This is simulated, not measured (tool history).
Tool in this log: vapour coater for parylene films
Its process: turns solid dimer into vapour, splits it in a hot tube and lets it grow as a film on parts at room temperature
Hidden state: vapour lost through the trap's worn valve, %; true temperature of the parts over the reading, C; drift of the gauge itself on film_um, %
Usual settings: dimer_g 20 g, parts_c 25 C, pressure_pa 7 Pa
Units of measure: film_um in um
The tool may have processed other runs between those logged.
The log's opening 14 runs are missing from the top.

| run | hour | dimer_g | parts_c | pressure_pa | hours of work since the trap's valve was overhauled | hours of work since the table's thermometer was calibrated | film_um |
|---|---|---|---|---|---|---|---|
| 15 | 170.4 | 20 | 25 | 3.04 | 199 | 592 | 12.61 |
| 16 | 178.4 | 20 | 25 | 7 | 206 | 598 | 10.6 |
| 17 | 193.8 | 20 | 25 | 7 | 218 | 611 | 10.58 |
| 18 | 202.8 | 25 | 27 | 8.17 | 225 | 618 | 12.09 |
| 19 | 211.1 | 25 | 27 | 7.13 | 232 | 625 | 12.41 |
| 20 | 226.8 | 25 | 27 | 7.13 | 245 | 638 | 12.36 |
| 21 | 240.2 | 25 | 27 | 7.13 | 256 | 649 | 12.43 |
| 22 | 247.1 | 23 | 27 | 4.66 | 262 | 654 | 12.52 |
| 23 | 256.9 | 12 | 32 | 3.45 | 270 | 662 | 5.97 |
| 24 | 270.9 | 12 | 28 | 3.45 | 281 | 674 | 6.71 |
| 25 | 284.9 | 12 | 28 | 3.45 | 292 | 685 | 6.72 |
| 26 | 292.6 | 12 | 28 | 3.45 | 299 | 691 | 6.7 |
| 27 | 300.5 | 12 | 30 | 10.01 | 305 | 698 | 5.03 |
| 28 | 314.3 | 12 | 30 | 10.01 | 316 | 709 | 5.03 |
| 29 | 328.1 | 9 | 21 | 3.13 | 328 | 720 | 6.3 |
| 30 | 335.1 | 20 | 25 | 8.6 | 333 | 726 | 10.06 |
| 31 | 349.7 | 20 | 25 | 8.6 | 345 | 738 | 10.06 |
| 32 | 361.7 | 20 | 25 | 8.6 | 355 | 748 | 10.06 |
| 33 | 374.1 | 9 | 19 | 8.78 | 365 | 758 | 5.4 |

4 options for the next run, each taken on its own from the tool as it stands now. Forecast them:
| A | 386.6 | 12 | 19 | 8.78 | 375 | 768 | ? |
| B | 386.6 | 9 | 28 | 7.66 | 375 | 768 | ? |
| C | 386.6 | 11 | 25 | 2.61 | 375 | 768 | ? |
| D | 386.6 | 20 | 26 | 3.33 | 375 | 768 | ? |

| run | film_um |
|---|---|
| A | 7.15 |
| B | 4.24 |
| C | 7.06 |
| D | 11.87 |
Stripped of hidden state, with their random variation kept, the same runs would have yielded:
| run | film_um |
|---|---|
| A | 7.24 |
| B | 4.29 |
| C | 7.15 |
| D | 12.02 |
